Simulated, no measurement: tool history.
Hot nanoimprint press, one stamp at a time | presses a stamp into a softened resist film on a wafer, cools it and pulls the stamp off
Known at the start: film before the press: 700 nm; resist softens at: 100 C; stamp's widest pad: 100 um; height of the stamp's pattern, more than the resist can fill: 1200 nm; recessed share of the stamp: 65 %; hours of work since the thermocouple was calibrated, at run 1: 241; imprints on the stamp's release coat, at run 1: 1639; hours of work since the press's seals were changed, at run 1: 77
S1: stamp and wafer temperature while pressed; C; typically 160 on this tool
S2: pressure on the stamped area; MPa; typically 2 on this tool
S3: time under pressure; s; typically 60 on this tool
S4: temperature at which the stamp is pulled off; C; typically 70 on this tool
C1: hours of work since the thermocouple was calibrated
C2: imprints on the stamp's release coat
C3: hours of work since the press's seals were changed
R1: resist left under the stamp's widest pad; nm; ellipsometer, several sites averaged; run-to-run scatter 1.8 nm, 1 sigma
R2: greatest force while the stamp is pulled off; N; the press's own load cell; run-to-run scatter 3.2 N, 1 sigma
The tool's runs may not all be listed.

Run 1, hour 0: usual settings; C1 241; C2 1639; C3 77. Result: R1 270.3 nm, R2 194 N.
At hour 7.4: stamp cleaned and given a new release coat.
Run 2, hour 12.6: usual settings; C1 245; C2 20; C3 81. Result: R1 270.2 nm, R2 148 N.
Run 3, hour 22: usual settings; C1 251; C2 56; C3 87. Result: R1 269.4 nm, R2 149 N.
Run 4, hour 29.6: usual settings; C1 256; C2 85; C3 92. Result: R1 269.3 nm, R2 152 N.
Run 5, hour 35.1: usual settings; C1 260; C2 105; C3 96. Result: R1 270.1 nm, R2 146 N.
Run 6, hour 40.1: usual settings but S4 62 C; C1 263; C2 124; C3 99. Result: R1 267.1 nm, R2 186 N.
Run 7, hour 48.6: usual settings but S4 62 C; C1 268; C2 157; C3 105. Result: R1 267.3 nm, R2 189 N.
Run 8, hour 54: usual settings but S4 62 C; C1 272; C2 177; C3 108. Result: R1 268 nm, R2 182 N.
Run 9, hour 59.5: usual settings but S1 158 C; C1 276; C2 198; C3 112. Result: R1 294.4 nm, R2 153 N.
Run 10, hour 65.4: usual settings but S2 2.59 MPa; C1 279; C2 220; C3 116. Result: R1 238.4 nm, R2 151 N.
Run 11, hour 74: usual settings; C1 285; C2 253; C3 121. Result: R1 267.7 nm, R2 154 N.
Run 12, hour 80.7: usual settings; C1 289; C2 279; C3 126. Result: R1 270.7 nm, R2 160 N.
Run 13, hour 90: usual settings; C1 295; C2 314; C3 132. Result: R1 268.2 nm, R2 152 N.
Run 14, hour 99: usual settings; C1 301; C2 348; C3 138. Result: R1 269.8 nm, R2 154 N.
Run 15, hour 105.5: usual settings but S3 46 s; C1 306; C2 373; C3 142. Result: R1 298.2 nm, R2 157 N.
Run 16, hour 112: usual settings but S1 150 C, S4 71 C; C1 310; C2 398; C3 146. Result: R1 411.5 nm, R2 154 N.
Run 17, hour 117.9: usual settings but S1 170 C, S3 115 s, S4 73 C; C1 314; C2 420; C3 150. Result: R1 129.4 nm, R2 150 N.
Run 18, hour 126: usual settings but S1 163 C, S2 1.59 MPa, S3 89 s, S4 64 C; C1 319; C2 451; C3 155. Result: R1 220.9 nm, R2 181 N.
Run 19, hour 131.2: usual settings but S1 171 C, S3 46 s; C1 322; C2 470; C3 159. Result: R1 188.6 nm, R2 162 N.
Run 20, hour 136.2: usual settings but S1 171 C, S3 46 s; C1 326; C2 490; C3 162. Result: R1 188.1 nm, R2 157 N.
Run 21, hour 143.8: usual settings but S1 171 C, S3 46 s; C1 331; C2 518; C3 167. Result: R1 188 nm, R2 159 N.
Run 22, hour 148.5: usual settings but S1 171 C, S3 46 s; C1 334; C2 536; C3 170. Result: R1 186.8 nm, R2 159 N.
Run 23, hour 156.5: usual settings but S4 64 C; C1 339; C2 567; C3 175. Result: R1 267.7 nm, R2 181 N.
Run 24, hour 163.3: usual settings but S2 1.35 MPa, S4 74 C; C1 343; C2 592; C3 180. Result: R1 316.3 nm, R2 145 N.
Run 25, hour 171.3: usual settings but S2 1.35 MPa, S4 74 C; C1 348; C2 623; C3 185. Result: R1 317.5 nm, R2 151 N.
Run 26, hour 175.7: usual settings but S1 171 C, S2 1.83 MPa, S3 40 s, S4 77 C; C1 351; C2 640; C3 188. Result: R1 209.2 nm, R2 131 N.
Run 27, hour 180.1: usual settings but S1 172 C, S2 2.44 MPa, S3 83 s, S4 77 C; C1 354; C2 656; C3 191. Result: R1 123.8 nm, R2 128 N.

Run 28, settings as shown, results not yet in. Your forecast:
Run 28, hour 187.1: usual settings but S2 1.41 MPa; C1 359; C2 683; C3 195. Result: R1 ?, R2 ?.

R1: 313.3 nm
R2: 160 N
With no hidden state in the tool, this same run would have given R1 333.9 nm, R2 149 N.

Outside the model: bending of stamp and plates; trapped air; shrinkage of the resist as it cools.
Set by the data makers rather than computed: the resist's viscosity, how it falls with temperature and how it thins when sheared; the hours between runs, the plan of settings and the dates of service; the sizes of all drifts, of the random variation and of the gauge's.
